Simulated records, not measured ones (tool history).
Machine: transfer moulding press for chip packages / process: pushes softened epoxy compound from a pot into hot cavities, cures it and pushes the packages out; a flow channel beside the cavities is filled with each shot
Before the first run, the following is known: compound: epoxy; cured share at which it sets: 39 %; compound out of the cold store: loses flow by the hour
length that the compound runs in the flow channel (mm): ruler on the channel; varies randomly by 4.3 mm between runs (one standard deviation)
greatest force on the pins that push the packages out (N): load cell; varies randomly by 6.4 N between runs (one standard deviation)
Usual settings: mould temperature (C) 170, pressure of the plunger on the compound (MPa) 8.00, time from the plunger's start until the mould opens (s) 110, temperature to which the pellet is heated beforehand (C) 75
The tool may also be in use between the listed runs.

| run | hour | mould temperature (C) | pressure of the plunger on the compound (MPa) | time from the plunger's start until the mould opens (s) | temperature to which the pellet is heated beforehand (C) | incoming compound's hours out of the cold store | length that the compound runs in the flow channel (mm) | greatest force on the pins that push the packages out (N) |
|---|---|---|---|---|---|---|---|---|
| 1 | 0.0 | 170 | 8.00 | 110 | 75 | 11.8 | 701 | 362 |
| 2 | 10.1 | 170 | 8.00 | 110 | 75 | 9.0 | 690 | 398 |
| 3 | 15.8 | 170 | 8.00 | 110 | 75 | 19.1 | 682 | 388 |
| 4 | 23.4 | 170 | 8.00 | 110 | 75 | 42.6 | 627 | 401 |
| 5 | 32.0 | 171 | 8.00 | 110 | 75 | 21.1 | 670 | 398 |
|  | 38.4 | cavities cleaned with cleaning compound and waxed |
| 6 | 38.4 | 171 | 8.00 | 110 | 75 | 16.7 | 675 | 476 |
| 7 | 44.3 | 171 | 8.00 | 110 | 75 | 24.7 | 657 | 447 |
| 8 | 50.5 | 171 | 8.00 | 110 | 75 | 45.9 | 617 | 466 |
|  | 57.5 | cavities cleaned with cleaning compound and waxed, once more |
| 9 | 59.9 | 171 | 8.00 | 110 | 75 | 11.2 | 693 | 264 |
| 10 | 69.0 | 171 | 8.00 | 110 | 82 | 23.4 | 665 | 273 |
| 11 | 77.8 | 171 | 8.00 | 110 | 82 | 21.0 | 667 | 298 |
| 12 | 84.9 | 170 | 8.00 | 110 | 75 | 20.0 | 666 | 321 |
| 13 | 90.9 | 175 | 8.00 | 110 | 75 | 24.5 | 653 | 301 |
| 14 | 95.5 | 175 | 8.00 | 110 | 75 | 32.9 | 630 | 332 |
| 15 | 100.8 | 175 | 8.00 | 110 | 75 | 30.0 | 639 | 319 |
| 16 | 110.5 | 170 | 8.00 | 144 | 76 | 44.4 | 626 | 335 |
| 17 | 116.2 | 175 | 8.09 | 144 | 76 | 39.1 | 615 | 331 |
| 18 | 122.7 | 165 | 7.64 | 144 | 76 | 27.7 | 664 | 373 |
| 19 | 129.7 | 170 | 9.86 | 110 | 75 | 22.1 | 730 | 395 |

Run 20, settings as shown, results not yet in. Your forecast:
| 20 | 135.0 | 168 | 8.00 | 104 | 77 | 26.2 | ? | ? |

{"run 20": {"length that the compound runs in the flow channel (mm)": 664, "greatest force on the pins that push the packages out (N)": 451}}
With no hidden state in the tool, this same run would have given length that the compound runs in the flow channel (mm) 682, greatest force on the pins that push the packages out (N) 290.
